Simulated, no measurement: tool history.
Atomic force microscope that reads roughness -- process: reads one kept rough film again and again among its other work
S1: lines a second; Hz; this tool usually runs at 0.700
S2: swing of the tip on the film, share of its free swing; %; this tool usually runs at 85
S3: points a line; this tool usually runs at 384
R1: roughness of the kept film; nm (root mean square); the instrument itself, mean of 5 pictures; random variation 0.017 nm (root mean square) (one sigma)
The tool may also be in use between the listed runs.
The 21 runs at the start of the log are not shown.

| run | hour | S1 | S2 | S3 | R1 |
|---|---|---|---|---|---|
| 22 | 530.1 | 0.700 | 84 | 384 | 4.146 |
| 23 | 561.2 | 0.700 | 84 | 384 | 4.143 |
|  | 576.9 | new tip fitted |
| 24 | 596.5 | 1.731 | 63 | 534 | 4.224 |
| 25 | 624.3 | 1.731 | 63 | 534 | 4.227 |
| 26 | 653.2 | 0.715 | 85 | 384 | 4.119 |
| 27 | 679.0 | 0.715 | 85 | 384 | 4.090 |
|  | 700.2 | new tip fitted |
| 28 | 700.2 | 0.715 | 85 | 384 | 4.122 |
| 29 | 733.5 | 1.962 | 75 | 398 | 3.931 |
| 30 | 766.9 | 1.962 | 75 | 398 | 3.911 |
| 31 | 787.9 | 2.559 | 85 | 384 | 3.452 |
| 32 | 814.5 | 1.219 | 70 | 822 | 4.207 |
|  | 824.4 | new tip fitted |
| 33 | 839.2 | 1.308 | 82 | 265 | 3.936 |

Below are 5 alternative next runs, each starting from the tool's condition after run 33. Predict each:
| A | 859.5 | 0.771 | 55 | 487 | ? |
| B | 859.5 | 3.873 | 85 | 749 | ? |
| C | 859.5 | 0.871 | 80 | 992 | ? |
| D | 859.5 | 2.480 | 58 | 444 | ? |
| E | 859.5 | 1.308 | 64 | 265 | ? |

| run | R1 |
|---|---|
| A | 4.408 |
| B | 3.115 |
| C | 4.170 |
| D | 4.230 |
| E | 4.206 |
With the hidden condition removed and each run's random variation left untouched, the same runs would have given:
| run | R1 |
|---|---|
| A | 4.411 |
| B | 3.117 |
| C | 4.173 |
| D | 4.233 |
| E | 4.209 |

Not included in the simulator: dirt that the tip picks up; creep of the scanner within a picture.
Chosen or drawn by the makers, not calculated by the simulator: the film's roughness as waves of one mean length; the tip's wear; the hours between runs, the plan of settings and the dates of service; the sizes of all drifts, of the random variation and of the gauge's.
